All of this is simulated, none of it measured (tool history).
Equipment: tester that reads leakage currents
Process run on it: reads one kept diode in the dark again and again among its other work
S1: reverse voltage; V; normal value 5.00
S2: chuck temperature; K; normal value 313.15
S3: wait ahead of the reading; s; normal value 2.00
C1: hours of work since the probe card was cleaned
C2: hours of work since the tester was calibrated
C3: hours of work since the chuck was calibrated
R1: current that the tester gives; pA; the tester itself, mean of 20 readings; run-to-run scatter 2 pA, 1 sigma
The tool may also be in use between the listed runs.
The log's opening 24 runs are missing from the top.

run     day     S1      S2    S3    C1    C2   C3       R1
 25  31.642   2.29  301.15  3.02  2652   854  541   139.34
 26  33.196   2.42  310.15  1.31  2667   869  556   325.09
 27  34.717   2.42  310.15  1.31  2682   884  571   323.76
 28  35.962   1.53  313.15  2.00  2694   896  583   340.87
 29  37.071   3.77  313.15  0.49  2705   907  594   516.54
 30  38.517   3.77  294.15  1.40  2719   921  608    88.84
 31  40.212   3.77  294.15  1.40  2736   938  624    87.65
 32  42.025   1.50  313.15  1.20  2753   956  642   332.36
 33  43.279   5.00  321.15  0.99  2765   968  654  1143.93
 34  44.492   5.00  321.15  0.99  2777   980  666  1134.33
 35  45.575   1.40  325.15  0.41  2788   990  677   883.77
 36  47.404  11.86  296.15  2.00  2806  1008  694   179.70
 37  48.492  11.86  296.15  2.00  2816  1019  705   178.98
 38  50.242   5.00  299.15  8.36  2833  1036  722   158.87
 39  51.412   1.75  326.15  2.00  2845  1047  734  1046.91

3 ways to go on from here, each from the tool as it stands after run 39. What would each give?
  A  52.750  1.15  326.15  2.42  2858  1060  747   ?
  B  52.750  5.00  300.15  0.84  2858  1060  747   ?
  C  52.750  1.75  316.15  2.00  2858  1060  747   ?

run      R1
  A  866.76
  B  175.32
  C  453.11
Had the tool no hidden state, the same runs would have come out as:
run      R1
  A  992.65
  B  203.39
  C  522.85
